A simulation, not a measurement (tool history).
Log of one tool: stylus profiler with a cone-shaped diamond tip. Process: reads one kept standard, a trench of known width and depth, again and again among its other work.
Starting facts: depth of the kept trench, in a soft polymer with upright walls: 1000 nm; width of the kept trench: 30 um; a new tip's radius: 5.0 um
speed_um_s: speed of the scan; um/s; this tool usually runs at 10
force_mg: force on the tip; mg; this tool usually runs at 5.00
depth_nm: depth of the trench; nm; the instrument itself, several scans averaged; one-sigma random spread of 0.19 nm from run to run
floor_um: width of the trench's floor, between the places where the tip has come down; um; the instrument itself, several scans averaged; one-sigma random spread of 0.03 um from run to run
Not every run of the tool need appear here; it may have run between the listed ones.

run,hour,speed_um_s,force_mg,depth_nm,floor_um
1,0.0,10,5.00,1023.33,23.99
2,9.1,10,5.00,1023.20,23.98
3,24.9,10,5.00,1023.34,23.98
4,38.2,10,5.00,1022.89,23.96
5,47.4,10,5.00,1022.91,23.96
6,62.2,10,5.00,1022.93,23.93
7,70.4,10,3.42,1018.07,23.97
8,87.3,10,5.00,1022.97,23.97
9,97.4,10,5.00,1023.13,23.97
10,109.0,10,5.00,1023.13,23.99
11,120.7,4,5.00,1023.58,23.99
12,133.1,4,5.00,1023.35,23.97
13,147.7,2,5.00,1023.07,23.95
14,163.0,10,7.55,1030.47,23.97
15,178.5,10,7.55,1030.57,24.00
16,194.6,36,8.46,1032.83,23.93
17,202.9,14,10.44,1037.77,23.98
18,218.1,14,10.44,1037.99,23.97
19,232.9,3,12.23,1042.06,24.00
20,250.0,28,3.58,1018.35,23.81
21,261.2,7,5.61,1024.89,23.96

What does the tool deliver on the next run?
22,272.4,7,5.61,?,?

{"run 22": {"depth_nm": 1024.96, "floor_um": 24.0}}
If the tool had no hidden condition, the same run with the same run-to-run variation would have returned depth_nm 1024.96 nm, floor_um 24.00 um.

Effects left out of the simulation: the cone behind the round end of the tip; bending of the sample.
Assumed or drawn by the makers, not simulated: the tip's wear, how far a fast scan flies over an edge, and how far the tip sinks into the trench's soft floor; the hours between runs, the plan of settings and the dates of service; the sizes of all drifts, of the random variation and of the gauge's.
